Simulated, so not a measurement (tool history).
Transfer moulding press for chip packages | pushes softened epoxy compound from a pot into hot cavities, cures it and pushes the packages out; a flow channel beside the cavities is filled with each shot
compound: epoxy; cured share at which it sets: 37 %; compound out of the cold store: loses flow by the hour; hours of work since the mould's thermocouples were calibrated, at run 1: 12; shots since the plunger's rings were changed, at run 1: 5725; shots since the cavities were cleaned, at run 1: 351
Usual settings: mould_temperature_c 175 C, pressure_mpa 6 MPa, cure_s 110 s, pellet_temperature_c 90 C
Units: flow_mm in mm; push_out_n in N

run   hour  mould_temperature_c  pressure_mpa  cure_s  pellet_temperature_c  hours of work since the mould's thermocouples were calibrated  shots since the plunger's rings were changed  shots since the cavities were cleaned  incoming compound's hours out of the cold store  flow_mm  push_out_n
  1      0                  175             6     110                    90                                                             12                                          5725                                    351                                             36.7      647         621
  2    9.1                  175             6     102                    90                                                             19                                          5833                                    459                                             46.2      623         753
  3   14.3                  173             6     110                    90                                                             23                                          5895                                    521                                             27.4      669         782
      17.5  -- plunger's sealing rings changed
  4     24                  173             6     110                    90                                                             28                                            78                                    607                                               38      716         784
  5   28.7                  175             6     110                    90                                                             32                                           133                                    662                                             34.7      720         709
  6   35.7                  175             6     110                    90                                                             37                                           216                                    745                                             47.7      695         723
  7   44.9                  175          5.84     110                    90                                                             44                                           325                                    854                                             23.4      746         752
      47.2  -- cavities cleaned with cleaning compound and waxed
  8   53.3                  175          5.84     110                    90                                                             49                                           407                                     72                                             18.8      739         905
  9     58                  173             6     110                    90                                                             53                                           462                                    127                                             39.8      716        1017
 10   66.5                  175             6     102                    90                                                             59                                           563                                    228                                             29.8      729        1027
 11   76.3                  175             6     102                    90                                                             66                                           679                                    344                                             26.2      735        1010
 12   85.8                  175             6     110                    90                                                             73                                           791                                    456                                               23      747         861
 13   91.4                  175             6     131                    90                                                             78                                           858                                    523                                             44.7      699         650
       101  -- cavities cleaned with cleaning compound and waxed, once more
 14  101.7                  175             6     107                    90                                                             84                                           962                                      9                                             42.8      688         520
 15  110.1                  175             6     107                    90                                                             90                                          1062                                    109                                             13.4      780         625
 16  119.2                  171          5.29     107                    90                                                             97                                          1170                                    217                                             27.1      706         888
 17  127.3                  171          5.29     107                    90                                                            103                                          1265                                    312                                             41.1      672         841
 18  133.4                  171             5     106                    81                                                            108                                          1337                                    384                                             27.2      676        1008
 19  137.5                  171             5     106                    89                                                            111                                          1386                                    433                                             13.3      704        1046
 20  144.4                  171          6.75     106                    85                                                            116                                          1467                                    514                                               45      741         991
 21  151.4                  176             6     110                    90                                                            121                                          1551                                    598                                             39.9      685         642
 22  157.3                  176             6     110                    90                                                            125                                          1620                                    667                                             27.1      706         660
 23  166.7                  176             6     110                    90                                                            132                                          1732                                    779                                             27.3      713         684
 24  173.5                  176             6     110                    90                                                            138                                          1813                                    860                                             36.7      690         678
 25  181.3                  169          5.98     110                   100                                                            143                                          1905                                    952                                             34.7      718        1167

5 ways to go on from here, each from the tool as it stands after run 25. What would each give?
  A  188.8                  169          5.51     110                    92                                                            149                                          1993                                   1040                                             18.8        ?           ?
  B  188.8                  175          4.95     110                    83                                                            149                                          1993                                   1040                                             13.6        ?           ?
  C  188.8                  174          5.98     110                   100                                                            149                                          1993                                   1040                                             13.8        ?           ?
  D  188.8                  179          5.98     129                   100                                                            149                                          1993                                   1040                                             24.4        ?           ?
  E  188.8                  175           7.5     110                    90                                                            149                                          1993                                   1040                                             17.8        ?           ?

run  flow_mm  push_out_n
  A      727        1211
  B      681         831
  C      746         803
  D      710         544
  E      829         772
Without the tool's hidden state the same runs would have given:
run  flow_mm  push_out_n
  A      755         803
  B      708         555
  C      775         532
  D      738         364
  E      862         513
